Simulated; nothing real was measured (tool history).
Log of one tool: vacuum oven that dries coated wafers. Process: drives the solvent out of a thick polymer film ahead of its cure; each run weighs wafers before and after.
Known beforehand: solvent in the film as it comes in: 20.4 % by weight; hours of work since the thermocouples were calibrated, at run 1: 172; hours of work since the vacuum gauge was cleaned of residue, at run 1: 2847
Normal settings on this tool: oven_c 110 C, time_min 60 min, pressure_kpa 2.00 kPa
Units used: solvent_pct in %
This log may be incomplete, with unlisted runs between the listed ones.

| run | day | oven_c | time_min | pressure_kpa | hours of work since the thermocouples were calibrated | hours of work since the vacuum gauge was cleaned of residue | solvent_pct |
|---|---|---|---|---|---|---|---|
| 1 | 0.000 | 110 | 60 | 2.00 | 172 | 2847 | 3.68 |
| 2 | 3.117 | 110 | 60 | 2.00 | 231 | 2906 | 3.62 |
| 3 | 6.475 | 110 | 60 | 1.56 | 294 | 2969 | 3.33 |
|  | 7.158 | vacuum gauge cleaned of residue and calibrated |
| 4 | 10.146 | 110 | 60 | 1.56 | 362 | 56 | 2.84 |
| 5 | 13.608 | 110 | 60 | 2.62 | 427 | 122 | 3.65 |
| 6 | 16.738 | 110 | 60 | 2.62 | 486 | 180 | 3.67 |
| 7 | 19.538 | 110 | 60 | 1.27 | 539 | 233 | 2.61 |
| 8 | 24.517 | 116 | 60 | 2.00 | 633 | 327 | 1.99 |
| 9 | 29.346 | 104 | 50 | 1.02 | 724 | 418 | 4.82 |
| 10 | 32.025 | 104 | 50 | 1.02 | 774 | 469 | 4.81 |
| 11 | 35.529 | 113 | 59 | 2.00 | 840 | 535 | 2.49 |
|  | 39.450 | oven's thermocouples calibrated |
| 12 | 39.796 | 103 | 60 | 7.85 | 6 | 613 | 10.86 |
| 13 | 42.962 | 116 | 60 | 3.10 | 66 | 673 | 2.91 |

Branching from run 13: 3 alternative next runs. What would each branch give?
| A | 45.696 | 123 | 31 | 1.77 | 118 | 725 | ? |
| B | 45.696 | 110 | 60 | 1.65 | 118 | 725 | ? |
| C | 45.696 | 117 | 89 | 1.04 | 118 | 725 | ? |

| run | solvent_pct |
|---|---|
| A | 2.58 |
| B | 3.07 |
| C | 0.88 |
The same runs, with their run-to-run variation unchanged, on a tool lacking any hidden condition would have given:
| run | solvent_pct |
|---|---|
| A | 2.49 |
| B | 2.94 |
| C | 0.79 |
